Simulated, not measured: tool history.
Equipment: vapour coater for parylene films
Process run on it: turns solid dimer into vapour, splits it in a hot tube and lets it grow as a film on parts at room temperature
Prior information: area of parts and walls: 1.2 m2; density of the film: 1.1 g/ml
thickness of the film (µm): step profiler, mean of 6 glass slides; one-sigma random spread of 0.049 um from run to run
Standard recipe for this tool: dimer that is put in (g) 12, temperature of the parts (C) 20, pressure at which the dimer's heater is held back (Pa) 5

run	hour	dimer that is put in (g)	temperature of the parts (C)	pressure at which the dimer's heater is held back (Pa)	thickness of the film (µm)
1	0	12	20	5	5.37
2	20.7	12	20	5	5.37
3	42.6	12	20	5	5.35
4	67.3	12	20	5	5.32
5	88.2	12	20	5	5.18
6	125.1	12	20	5	5.2
7	144.2	12	20	5	5.1
8	176.2	12	20	5	5.08
9	207.9	12	14	5	5.99
10	228.7	12	20	7.33	4.67
11	268.3	12	20	7.33	4.57
# hour 294.2: trap's valve overhauled
12	294.2	12	20	7.33	5.2
13	337.7	12	20	7.33	5.17
14	359	12	20	5	5.45
15	378.8	12	20	5	5.45
16	421.5	7	20	5	3.1
17	455	7	20	5	3.13
18	476.3	7	20	5	3.07
19	505.8	7	20	8.49	2.77
20	527.1	7	20	8.49	2.75
21	547.6	7	24	6.55	2.58
22	579	7	24	8.91	2.4
23	621.9	12	20	8.87	4.54
24	659.1	15	15	3.35	7.71
25	698	12	20	3.85	5.17
# hour 733.2: trap's valve overhauled
26	736.9	11	20	3.23	5.44
27	759.3	6	18	5	2.87
28	778.9	6	18	5	2.89
29	812.6	11	19	11.68	4.33
30	843.4	11	19	2.24	5.84
31	886.4	10	21	5	4.23
32	921.7	12	17	5	5.73
33	949.1	9	16	9.34	3.97
34	992.3	9	16	9.34	3.88
35	1011.5	9	16	9.34	3.89
36	1030.9	12	13	2.84	6.93
37	1050.1	12	13	2.84	6.91
38	1079.2	12	27	7.33	3.8
39	1120.3	19	16	5	8.91

Consider 4 possible next runs. They are alternatives, not a sequence: every one starts from the tool as it was left by run 39. What does each give?
A	1146.2	12	15	5	?
B	1146.2	12	14	5	?
C	1146.2	19	16	2.53	?
D	1146.2	12	22	3.7	?

run	thickness of the film (µm)
A	5.7
B	5.77
C	9.97
D	4.85
The same runs, with their run-to-run variation unchanged, on a tool lacking any hidden condition would have given:
run	thickness of the film (µm)
A	6.6
B	6.7
C	11.57
D	5.63

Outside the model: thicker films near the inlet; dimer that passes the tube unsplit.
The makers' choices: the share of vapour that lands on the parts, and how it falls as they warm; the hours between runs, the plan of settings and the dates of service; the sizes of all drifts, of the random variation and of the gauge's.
